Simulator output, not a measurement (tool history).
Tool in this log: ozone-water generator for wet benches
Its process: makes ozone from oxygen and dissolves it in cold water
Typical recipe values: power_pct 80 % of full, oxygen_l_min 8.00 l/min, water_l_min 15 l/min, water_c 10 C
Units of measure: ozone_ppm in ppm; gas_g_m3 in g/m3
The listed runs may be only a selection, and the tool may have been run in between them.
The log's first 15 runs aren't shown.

run,day,power_pct,oxygen_l_min,water_l_min,water_c,hours of work since the electrodes were changed,hours of work since the contactor was cleaned,hours of work since the thermometer was calibrated,ozone_ppm,gas_g_m3
16,27.800,80,8.00,15,10,2650,3774,3239,29.1,154.9
17,29.167,80,8.00,15,10,2678,3802,3267,29.3,154.1
18,30.312,80,8.00,15,10,2702,3825,3291,28.6,155.6
19,31.629,80,7.46,13,10,2729,3852,3318,31.6,161.3
20,34.142,90,8.00,15,10,2780,3904,3369,31.4,171.0
21,36.171,90,8.00,15,18,2822,3945,3411,26.6,168.9
22,38.312,81,8.00,10,14,2866,3989,3455,33.3,156.3
23,39.588,81,8.00,10,14,2892,4016,3481,33.0,155.9
24,42.279,81,8.00,10,14,2947,4071,3536,33.4,154.8
25,44.779,77,7.21,13,6,2998,4122,3587,32.1,156.6
26,47.358,49,8.00,15,10,3051,4175,3640,19.6,106.9
27,49.862,49,8.00,15,10,3103,4226,3692,19.8,107.6
28,51.217,90,8.00,15,10,3130,4254,3719,30.7,166.8
# day 52.483: contactor cleaned
29,53.546,61,8.00,16,10,3175,22,3764,23.9,123.8
30,55.004,61,8.00,16,10,3205,52,3793,23.6,125.7
31,56.738,61,8.00,20,8,3240,87,3829,21.1,125.5
32,58.633,80,5.86,16,10,3279,126,3868,28.1,175.3
33,60.492,51,5.32,16,10,3317,164,3906,20.2,130.2

Forecast each of these 3 alternatives for the next run:
A,62.775,74,5.32,9,5,3364,211,3953,?,?
B,62.775,72,8.00,19,10,3364,211,3953,?,?
C,62.775,40,9.88,15,10,3364,211,3953,?,?

run,ozone_ppm,gas_g_m3
A,41.2,171.3
B,23.8,139.7
C,17.2,82.5
With no hidden state in the tool, these same runs would have given:
run,ozone_ppm,gas_g_m3
A,47.7,196.9
B,27.5,160.1
C,18.7,88.8
